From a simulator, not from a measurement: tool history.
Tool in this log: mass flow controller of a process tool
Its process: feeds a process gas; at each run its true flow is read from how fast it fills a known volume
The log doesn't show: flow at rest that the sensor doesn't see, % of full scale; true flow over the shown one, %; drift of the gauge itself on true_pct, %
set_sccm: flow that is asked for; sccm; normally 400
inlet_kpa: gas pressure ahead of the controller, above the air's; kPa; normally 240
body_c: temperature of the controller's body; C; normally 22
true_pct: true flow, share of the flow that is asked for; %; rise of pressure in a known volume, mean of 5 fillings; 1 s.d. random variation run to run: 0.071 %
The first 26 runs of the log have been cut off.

| run | hour | set_sccm | inlet_kpa | body_c | hours of work since the controller was set to zero | hours of work since the controller was changed | true_pct |
|---|---|---|---|---|---|---|---|
| 27 | 5782.6 | 146 | 179 | 26 | 719 | 907 | 99.93 |
| 28 | 5941.9 | 138 | 147 | 21 | 839 | 1026 | 99.7 |
| 29 | 6156.9 | 138 | 147 | 21 | 1000 | 1187 | 99.99 |
| 30 | 6312.1 | 400 | 158 | 22 | 1116 | 1304 | 100.33 |
| 31 | 6581.6 | 108 | 240 | 35 | 1319 | 1506 | 101.52 |
| 32 | 6753.6 | 427 | 153 | 22 | 1448 | 1635 | 100.78 |
| 33 | 6924.5 | 427 | 153 | 22 | 1576 | 1763 | 100.87 |
| 34 | 7070.9 | 400 | 229 | 27 | 1686 | 1873 | 101.43 |
| 35 | 7336.2 | 400 | 229 | 27 | 1884 | 2072 | 101.58 |
| 36 | 7495.9 | 400 | 229 | 27 | 2004 | 2191 | 101.6 |
| 37 | 7676.5 | 400 | 148 | 23 | 2140 | 2327 | 101.21 |
| 38 | 7827.4 | 61 | 141 | 28 | 2253 | 2440 | 102.94 |
| 39 | 8029.7 | 61 | 161 | 25 | 2405 | 2592 | 103.16 |
| 40 | 8163.1 | 400 | 144 | 26 | 2505 | 2692 | 101.54 |
| 41 | 8436.6 | 400 | 240 | 20 | 2710 | 2897 | 101.84 |
| 42 | 8663.1 | 115 | 163 | 24 | 2879 | 3067 | 102.37 |
| 43 | 8829.1 | 72 | 193 | 32 | 3004 | 3191 | 104.08 |
| 44 | 8968.8 | 214 | 213 | 22 | 3109 | 3296 | 102.01 |
| 45 | 9233.2 | 53 | 240 | 22 | 3307 | 3494 | 105.3 |
| 46 | 9405 | 423 | 240 | 22 | 3436 | 3623 | 102.37 |
| 47 | 9676.8 | 404 | 148 | 22 | 3640 | 3827 | 101.99 |

Each row is a separate what-if for the run after 47, all from the same tool condition, not one after another. Results?
| A | 9824.8 | 475 | 148 | 22 | 3751 | 3938 | ? |
| B | 9824.8 | 487 | 220 | 22 | 3751 | 3938 | ? |
| C | 9824.8 | 404 | 244 | 22 | 3751 | 3938 | ? |

| run | true_pct |
|---|---|
| A | 102.38 |
| B | 102.48 |
| C | 102.4 |
The same runs, with their run-to-run variation unchanged, on a tool lacking any hidden condition would have given:
| run | true_pct |
|---|---|
| A | 99.62 |
| B | 99.74 |
| C | 99.55 |
